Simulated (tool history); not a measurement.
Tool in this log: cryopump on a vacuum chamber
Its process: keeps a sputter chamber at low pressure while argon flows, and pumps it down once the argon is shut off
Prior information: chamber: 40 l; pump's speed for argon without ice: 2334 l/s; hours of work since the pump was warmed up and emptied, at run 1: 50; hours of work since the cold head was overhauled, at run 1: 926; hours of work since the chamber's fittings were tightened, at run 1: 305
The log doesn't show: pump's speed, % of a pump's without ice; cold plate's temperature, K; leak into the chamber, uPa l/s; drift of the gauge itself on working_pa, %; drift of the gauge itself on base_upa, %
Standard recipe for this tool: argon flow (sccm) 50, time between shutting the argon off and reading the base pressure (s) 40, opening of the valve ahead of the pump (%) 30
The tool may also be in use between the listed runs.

run   hour  argon flow (sccm)  time between shutting the argon off and reading the base pressure (s)  opening of the valve ahead of the pump (%)  hours of work since the pump was warmed up and emptied  hours of work since the cold head was overhauled  hours of work since the chamber's fittings were tightened  pressure while argon flows (Pa)  pressure after the wait (uPa)
  1      0                 50                                                                     40                                          30                                                      50                                               926                                                        305                           0.1209                           1.57
  2   36.4                 22                                                                     40                                          30                                                      78                                               954                                                        333                           0.0543                            1.6
  3   75.2                 22                                                                     40                                          30                                                     107                                               983                                                        362                           0.0543                           1.61
  4  109.7                 50                                                                     77                                          30                                                     134                                              1010                                                        389                           0.1252                           0.93
  5  151.1                 50                                                                     77                                          34                                                     166                                              1042                                                        421                           0.1117                           0.97
  6  195.2                 50                                                                     40                                          16                                                     199                                              1075                                                        454                           0.2321                           1.67
  7    242                 50                                                                     40                                          16                                                     235                                              1111                                                        490                           0.2351                           1.67
  8  282.4                 97                                                                     40                                          30                                                     266                                              1142                                                        521                           0.2548                           1.66
  9  329.7                 97                                                                     40                                          30                                                     302                                              1178                                                        557                           0.2573                           1.74
 10  358.3                 50                                                                     40                                          30                                                     324                                              1200                                                        579                           0.1346                           1.75
 11  380.1                 81                                                                     40                                          18                                                     341                                              1217                                                        596                           0.3495                           1.74
 12  406.6                 81                                                                     40                                          18                                                     361                                              1237                                                        616                           0.3506                           1.72
 13  457.8                 50                                                                     46                                          30                                                     401                                              1277                                                        656                           0.1384                           1.58
     490.1  -- pump warmed up, emptied and cooled again
 14  497.3                 53                                                                    282                                          30                                                       6                                              1303                                                        682                           0.1291                           0.45
 15  536.5                 53                                                                    282                                          30                                                      36                                              1333                                                        712                            0.129                           0.48
 16  564.9                 53                                                                    282                                          30                                                      57                                              1355                                                        734                             0.13                           0.46
 17  598.1                 53                                                                     29                                          32                                                      83                                              1380                                                        759                           0.1241                           2.13
 18  645.9                 50                                                                    259                                          17                                                     119                                              1417                                                        796                           0.2175                           0.52
 19  673.7                 50                                                                     46                                          16                                                     141                                              1438                                                        817                           0.2318                           1.49
 20  703.9                 94                                                                     40                                          30                                                     164                                              1461                                                        840                           0.2353                           1.77

Hidden state or all else? Some run-to-run changes of pressure while argon flows (Pa), split into what the settings, what came in and random variation would give without the hidden state, and what is left for the hidden state (with any gauge scatter that isn't in both results):
Run 7 -> 8: argon flow (sccm) 50 -> 97, opening of the valve ahead of the pump (%) 16 -> 30. pressure while argon flows (Pa) +0.0197: hidden state +0.0111, all else +0.0086.
Run 10 -> 11: argon flow (sccm) 50 -> 81, opening of the valve ahead of the pump (%) 30 -> 18. pressure while argon flows (Pa) +0.2149: hidden state +0.0098, all else +0.2051.
Run 12 -> 13: argon flow (sccm) 81 -> 50, time between shutting the argon off and reading the base pressure (s) 40 -> 46, opening of the valve ahead of the pump (%) 18 -> 30. pressure while argon flows (Pa) -0.2122: hidden state -0.0072, all else -0.205.
Run 13 -> 14: argon flow (sccm) 50 -> 53, time between shutting the argon off and reading the base pressure (s) 46 -> 282, pump warmed up, emptied and cooled again. pressure while argon flows (Pa) -0.0093: hidden state -0.0169, all else +0.0076.

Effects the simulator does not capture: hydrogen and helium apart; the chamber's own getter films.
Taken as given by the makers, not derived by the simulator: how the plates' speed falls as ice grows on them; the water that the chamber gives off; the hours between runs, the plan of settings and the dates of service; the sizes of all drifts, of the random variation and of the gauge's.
